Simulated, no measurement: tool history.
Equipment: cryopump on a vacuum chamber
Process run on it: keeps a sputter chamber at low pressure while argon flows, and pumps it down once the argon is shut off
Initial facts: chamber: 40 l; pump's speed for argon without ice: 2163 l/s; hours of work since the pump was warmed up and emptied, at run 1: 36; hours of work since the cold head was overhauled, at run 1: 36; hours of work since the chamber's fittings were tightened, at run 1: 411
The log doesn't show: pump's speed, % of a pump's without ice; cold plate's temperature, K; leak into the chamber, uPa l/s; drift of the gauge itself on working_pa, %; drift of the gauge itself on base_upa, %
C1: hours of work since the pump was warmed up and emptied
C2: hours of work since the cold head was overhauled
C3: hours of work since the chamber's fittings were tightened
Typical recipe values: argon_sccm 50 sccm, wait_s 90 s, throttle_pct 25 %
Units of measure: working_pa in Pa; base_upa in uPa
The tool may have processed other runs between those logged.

run 1 hour=0.0 | argon_sccm=50 wait_s=90 throttle_pct=25 | C1=36 C2=36 C3=411 | working_pa=0.1564 base_upa=0.84
run 2 hour=39.9 | argon_sccm=50 wait_s=90 throttle_pct=25 | C1=64 C2=64 C3=439 | working_pa=0.1567 base_upa=0.82
run 3 hour=72.3 | argon_sccm=50 wait_s=90 throttle_pct=25 | C1=86 C2=86 C3=462 | working_pa=0.1590 base_upa=0.91
run 4 hour=96.5 | argon_sccm=50 wait_s=90 throttle_pct=25 | C1=103 C2=103 C3=479 | working_pa=0.1572 base_upa=0.91
run 5 hour=116.2 | argon_sccm=50 wait_s=90 throttle_pct=25 | C1=117 C2=117 C3=492 | working_pa=0.1587 base_upa=0.93
run 6 hour=140.0 | argon_sccm=50 wait_s=90 throttle_pct=25 | C1=134 C2=134 C3=509 | working_pa=0.1586 base_upa=0.90
run 7 hour=185.3 | argon_sccm=50 wait_s=90 throttle_pct=25 | C1=165 C2=165 C3=541 | working_pa=0.1612 base_upa=0.95
run 8 hour=205.5 | argon_sccm=50 wait_s=90 throttle_pct=25 | C1=179 C2=179 C3=555 | working_pa=0.1598 base_upa=0.98
run 9 hour=247.0 | argon_sccm=50 wait_s=90 throttle_pct=25 | C1=208 C2=208 C3=584 | working_pa=0.1596 base_upa=1.00
run 10 hour=290.9 | argon_sccm=50 wait_s=90 throttle_pct=25 | C1=239 C2=239 C3=614 | working_pa=0.1607 base_upa=1.01
run 11 hour=318.3 | argon_sccm=50 wait_s=177 throttle_pct=25 | C1=258 C2=258 C3=633 | working_pa=0.1612 base_upa=0.75
run 12 hour=364.0 | argon_sccm=50 wait_s=177 throttle_pct=25 | C1=290 C2=290 C3=665 | working_pa=0.1621 base_upa=0.81
run 13 hour=404.9 | argon_sccm=50 wait_s=177 throttle_pct=25 | C1=318 C2=318 C3=694 | working_pa=0.1642 base_upa=0.83
run 14 hour=431.5 | argon_sccm=37 wait_s=177 throttle_pct=25 | C1=337 C2=337 C3=712 | working_pa=0.1207 base_upa=0.86
-- hour=454.9 pump warmed up, emptied and cooled again
run 15 hour=475.3 | argon_sccm=50 wait_s=90 throttle_pct=25 | C1=14 C2=364 C3=739 | working_pa=0.1573 base_upa=1.00
run 16 hour=504.7 | argon_sccm=50 wait_s=90 throttle_pct=25 | C1=35 C2=384 C3=760 | working_pa=0.1584 base_upa=1.02
run 17 hour=529.9 | argon_sccm=67 wait_s=90 throttle_pct=25 | C1=52 C2=402 C3=777 | working_pa=0.2102 base_upa=1.04

Run 18 has not been measured yet. What should we expect?
run 18 hour=566.3 | argon_sccm=65 wait_s=132 throttle_pct=26 | C1=78 C2=427 C3=803 | working_pa=? base_upa=?

{"run 18": {"working_pa": 0.1981, "base_upa": 0.93}}
The same run, on a tool lacking any hidden state, would have yielded working_pa 0.1961 Pa, base_upa 0.50 uPa.
